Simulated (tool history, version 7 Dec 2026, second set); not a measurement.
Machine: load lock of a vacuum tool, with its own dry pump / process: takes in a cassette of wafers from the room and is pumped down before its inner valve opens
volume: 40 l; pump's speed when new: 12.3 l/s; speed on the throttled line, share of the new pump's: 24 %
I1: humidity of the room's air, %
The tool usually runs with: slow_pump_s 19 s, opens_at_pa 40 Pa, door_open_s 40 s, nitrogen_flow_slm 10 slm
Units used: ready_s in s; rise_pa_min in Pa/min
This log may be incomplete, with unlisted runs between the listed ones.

run 1 hour=0 | slow_pump_s=19 opens_at_pa=40 door_open_s=40 nitrogen_flow_slm=10 | I1=45.8 | ready_s=44 rise_pa_min=0.082
run 2 hour=164.6 | slow_pump_s=19 opens_at_pa=40 door_open_s=40 nitrogen_flow_slm=10 | I1=44.5 | ready_s=44.1 rise_pa_min=0.089
run 3 hour=369.6 | slow_pump_s=19 opens_at_pa=40 door_open_s=40 nitrogen_flow_slm=10 | I1=48.1 | ready_s=44.1 rise_pa_min=0.096
run 4 hour=496.9 | slow_pump_s=19 opens_at_pa=40 door_open_s=40 nitrogen_flow_slm=10 | I1=46.1 | ready_s=45.8 rise_pa_min=0.102
run 5 hour=613.1 | slow_pump_s=24 opens_at_pa=40 door_open_s=40 nitrogen_flow_slm=10 | I1=46.2 | ready_s=48.2 rise_pa_min=0.106
run 6 hour=730.9 | slow_pump_s=19 opens_at_pa=40 door_open_s=40 nitrogen_flow_slm=23 | I1=43.6 | ready_s=44.7 rise_pa_min=0.11
run 7 hour=945.2 | slow_pump_s=19 opens_at_pa=40 door_open_s=40 nitrogen_flow_slm=23 | I1=42.1 | ready_s=44.6 rise_pa_min=0.114
run 8 hour=1090.1 | slow_pump_s=19 opens_at_pa=40 door_open_s=40 nitrogen_flow_slm=23 | I1=43.3 | ready_s=45.5 rise_pa_min=0.12
run 9 hour=1224.2 | slow_pump_s=19 opens_at_pa=40 door_open_s=165 nitrogen_flow_slm=10 | I1=43.8 | ready_s=44.4 rise_pa_min=0.147
run 10 hour=1327.3 | slow_pump_s=19 opens_at_pa=40 door_open_s=165 nitrogen_flow_slm=10 | I1=44.2 | ready_s=45.4 rise_pa_min=0.154
run 11 hour=1523.8 | slow_pump_s=19 opens_at_pa=40 door_open_s=40 nitrogen_flow_slm=7 | I1=45.1 | ready_s=44.8 rise_pa_min=0.155
run 12 hour=1670.7 | slow_pump_s=19 opens_at_pa=40 door_open_s=40 nitrogen_flow_slm=7 | I1=47.6 | ready_s=45.4 rise_pa_min=0.152
run 13 hour=1819.7 | slow_pump_s=19 opens_at_pa=40 door_open_s=40 nitrogen_flow_slm=7 | I1=44.3 | ready_s=45.3 rise_pa_min=0.168
run 14 hour=1937.9 | slow_pump_s=19 opens_at_pa=40 door_open_s=40 nitrogen_flow_slm=7 | I1=42.1 | ready_s=44.5 rise_pa_min=0.169
run 15 hour=2040.6 | slow_pump_s=19 opens_at_pa=40 door_open_s=40 nitrogen_flow_slm=7 | I1=42.4 | ready_s=45.7 rise_pa_min=0.184
run 16 hour=2240.1 | slow_pump_s=19 opens_at_pa=46 door_open_s=40 nitrogen_flow_slm=7 | I1=48.6 | ready_s=45.5 rise_pa_min=0.197
run 17 hour=2390.7 | slow_pump_s=19 opens_at_pa=46 door_open_s=40 nitrogen_flow_slm=7 | I1=43.7 | ready_s=44.9 rise_pa_min=0.206
run 18 hour=2601.4 | slow_pump_s=19 opens_at_pa=46 door_open_s=207 nitrogen_flow_slm=7 | I1=44.9 | ready_s=44.6 rise_pa_min=0.225
run 19 hour=2688.5 | slow_pump_s=19 opens_at_pa=46 door_open_s=207 nitrogen_flow_slm=7 | I1=45.7 | ready_s=44.6 rise_pa_min=0.233
run 20 hour=2835.5 | slow_pump_s=15 opens_at_pa=47 door_open_s=207 nitrogen_flow_slm=6 | I1=43.5 | ready_s=43.6 rise_pa_min=0.242
run 21 hour=2953.4 | slow_pump_s=15 opens_at_pa=47 door_open_s=207 nitrogen_flow_slm=6 | I1=43.5 | ready_s=42.1 rise_pa_min=0.253
run 22 hour=3073.2 | slow_pump_s=19 opens_at_pa=40 door_open_s=40 nitrogen_flow_slm=18 | I1=44.3 | ready_s=46.2 rise_pa_min=0.241
run 23 hour=3201.3 | slow_pump_s=19 opens_at_pa=40 door_open_s=40 nitrogen_flow_slm=18 | I1=42.5 | ready_s=46.4 rise_pa_min=0.251
run 24 hour=3300 | slow_pump_s=19 opens_at_pa=40 door_open_s=40 nitrogen_flow_slm=18 | I1=45 | ready_s=46.9 rise_pa_min=0.254
run 25 hour=3426.9 | slow_pump_s=28 opens_at_pa=69 door_open_s=27 nitrogen_flow_slm=10 | I1=47.2 | ready_s=50.6 rise_pa_min=0.272
-- hour=3442.9 door's seal changed, seat wiped
run 26 hour=3643.6 | slow_pump_s=20 opens_at_pa=48 door_open_s=68 nitrogen_flow_slm=17 | I1=43 | ready_s=46.6 rise_pa_min=0.022
run 27 hour=3751.2 | slow_pump_s=20 opens_at_pa=48 door_open_s=68 nitrogen_flow_slm=17 | I1=43.7 | ready_s=46.3 rise_pa_min=0.027
run 28 hour=3932.6 | slow_pump_s=20 opens_at_pa=47 door_open_s=202 nitrogen_flow_slm=21 | I1=44.9 | ready_s=46.7 rise_pa_min=0.03
run 29 hour=4025.1 | slow_pump_s=19 opens_at_pa=52 door_open_s=179 nitrogen_flow_slm=42 | I1=47 | ready_s=44.9 rise_pa_min=0.027
run 30 hour=4161.1 | slow_pump_s=19 opens_at_pa=58 door_open_s=33 nitrogen_flow_slm=10 | I1=42.5 | ready_s=45.3 rise_pa_min=0.032
run 31 hour=4253.6 | slow_pump_s=29 opens_at_pa=42 door_open_s=34 nitrogen_flow_slm=16 | I1=45.1 | ready_s=52.8 rise_pa_min=0.029
run 32 hour=4347.5 | slow_pump_s=10 opens_at_pa=52 door_open_s=40 nitrogen_flow_slm=36 | I1=43.7 | ready_s=39.4 rise_pa_min=0.027
-- hour=4453.1 dry pump taken out, an overhauled one fitted
run 33 hour=4487.4 | slow_pump_s=19 opens_at_pa=51 door_open_s=40 nitrogen_flow_slm=12 | I1=42.6 | ready_s=38.8 rise_pa_min=0.036
run 34 hour=4694.9 | slow_pump_s=17 opens_at_pa=51 door_open_s=199 nitrogen_flow_slm=17 | I1=45.1 | ready_s=37.6 rise_pa_min=0.052
run 35 hour=4888.8 | slow_pump_s=19 opens_at_pa=40 door_open_s=51 nitrogen_flow_slm=10 | I1=44.1 | ready_s=40.4 rise_pa_min=0.055
run 36 hour=5075.1 | slow_pump_s=19 opens_at_pa=40 door_open_s=51 nitrogen_flow_slm=10 | I1=46.2 | ready_s=40.2 rise_pa_min=0.055
run 37 hour=5277 | slow_pump_s=19 opens_at_pa=40 door_open_s=51 nitrogen_flow_slm=10 | I1=44.2 | ready_s=40.6 rise_pa_min=0.064

Measured less the same run without the tool's hidden state. The same run-to-run variation is in both; the gauge's scatter may not be:
Hidden state present: pump's speed, % of a new pump's; leak at the door's seal, Pa l/s; drift of the gauge itself on ready_s, %; drift of the gauge itself on rise_pa_min, %.
run=1 ready_s=+4.3 rise_pa_min=+0.062
run=2 ready_s=+4.3 rise_pa_min=+0.068
run=3 ready_s=+4.4 rise_pa_min=+0.076
run=4 ready_s=+4.6 rise_pa_min=+0.084
run=5 ready_s=+4.3 rise_pa_min=+0.087
run=6 ready_s=+4.6 rise_pa_min=+0.095
run=7 ready_s=+4.8 rise_pa_min=+0.102
run=8 ready_s=+4.9 rise_pa_min=+0.109
run=9 ready_s=+4.9 rise_pa_min=+0.116
run=10 ready_s=+5 rise_pa_min=+0.122
run=11 ready_s=+5.1 rise_pa_min=+0.132
run=12 ready_s=+5.2 rise_pa_min=+0.136
run=13 ready_s=+5.3 rise_pa_min=+0.147
run=14 ready_s=+5.3 rise_pa_min=+0.154
run=15 ready_s=+5.5 rise_pa_min=+0.161
run=16 ready_s=+5.5 rise_pa_min=+0.174
run=17 ready_s=+5.6 rise_pa_min=+0.182
run=18 ready_s=+5.7 rise_pa_min=+0.192
run=19 ready_s=+5.7 rise_pa_min=+0.197
run=20 ready_s=+6.1 rise_pa_min=+0.206
run=21 ready_s=+6.1 rise_pa_min=+0.216
run=22 ready_s=+6.2 rise_pa_min=+0.224
run=23 ready_s=+6.2 rise_pa_min=+0.235
run=24 ready_s=+6.4 rise_pa_min=+0.238
run=25 ready_s=+5.2 rise_pa_min=+0.251
run=26 ready_s=+6.3 rise_pa_min=+0.005
run=27 ready_s=+6.3 rise_pa_min=+0.007
run=28 ready_s=+6.5 rise_pa_min=+0.009
run=29 ready_s=+6.4 rise_pa_min=+0.011
run=30 ready_s=+6.7 rise_pa_min=+0.013
run=31 ready_s=+6.2 rise_pa_min=+0.015
run=32 ready_s=+7.5 rise_pa_min=+0.017
run=33 ready_s=+0.3 rise_pa_min=+0.02
run=34 ready_s=+0.4 rise_pa_min=+0.025
run=35 ready_s=+0.5 rise_pa_min=+0.03
run=36 ready_s=+0.6 rise_pa_min=+0.035
run=37 ready_s=+0.6 rise_pa_min=+0.041
